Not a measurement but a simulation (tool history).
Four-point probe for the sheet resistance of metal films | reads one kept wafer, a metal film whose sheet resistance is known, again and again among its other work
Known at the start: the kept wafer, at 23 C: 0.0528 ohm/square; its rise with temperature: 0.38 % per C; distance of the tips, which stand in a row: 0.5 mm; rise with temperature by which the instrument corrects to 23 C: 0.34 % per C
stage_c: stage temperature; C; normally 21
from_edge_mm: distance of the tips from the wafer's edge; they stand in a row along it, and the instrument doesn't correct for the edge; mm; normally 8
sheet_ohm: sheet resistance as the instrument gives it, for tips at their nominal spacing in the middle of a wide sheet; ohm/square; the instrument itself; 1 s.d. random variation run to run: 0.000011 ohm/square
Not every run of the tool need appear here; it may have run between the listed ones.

run	day	stage_c	from_edge_mm	sheet_ohm
1	0.000	21	8	0.052556
2	0.346	21	8	0.052567
3	1.075	23	8	0.052593
# day 1.662: stage's thermometer calibrated
4	1.700	20	8	0.052537
5	2.179	21	13	0.052459
6	2.867	21	13	0.052475
# day 3.633: stage's thermometer calibrated, once more
7	3.633	21	13	0.052620
8	4.133	21	13	0.052619
9	4.867	23	13	0.052653

For run 10, what comes out?
10	5.571	32	20	?

Run 10 measured sheet_ohm 0.052847 ohm/square.
Had the tool carried no hidden state, the very same run would have given sheet_ohm 0.053028 ohm/square.
